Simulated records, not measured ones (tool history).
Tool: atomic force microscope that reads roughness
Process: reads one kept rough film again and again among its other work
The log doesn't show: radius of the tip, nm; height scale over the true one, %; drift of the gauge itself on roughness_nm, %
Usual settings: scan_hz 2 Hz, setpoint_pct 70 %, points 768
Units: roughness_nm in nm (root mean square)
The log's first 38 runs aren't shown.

run,day,scan_hz,setpoint_pct,points,pictures with this tip,hours of work since the height scale was calibrated,roughness_nm
39,18.571,1.17,70,901,171,269,1.53
40,18.925,0.85,86,851,182,274,1.44
41,19.575,1.22,86,629,202,282,1.339
42,20.117,0.73,65,837,220,288,1.516
# day 20.2: new tip fitted
43,20.596,1.05,55,837,12,294,1.873
44,21.325,1.05,55,837,35,302,1.824
45,21.633,3.14,70,793,45,306,1.549
46,21.954,3.14,70,793,55,310,1.517
47,22.358,3.14,70,793,68,315,1.506
48,22.879,1.65,70,837,85,321,1.601
49,23.55,1.65,70,837,106,329,1.592

3 ways to go on from here, each from the tool as it stands after run 49. What would each give?
A,23.867,3.14,68,629,116,333,?
B,23.867,0.81,57,719,116,333,?
C,23.867,0.68,63,817,116,333,?

run,roughness_nm
A,1.464
B,1.677
C,1.663
Without the tool's hidden state the same runs would have given:
run,roughness_nm
A,1.657
B,1.898
C,1.883

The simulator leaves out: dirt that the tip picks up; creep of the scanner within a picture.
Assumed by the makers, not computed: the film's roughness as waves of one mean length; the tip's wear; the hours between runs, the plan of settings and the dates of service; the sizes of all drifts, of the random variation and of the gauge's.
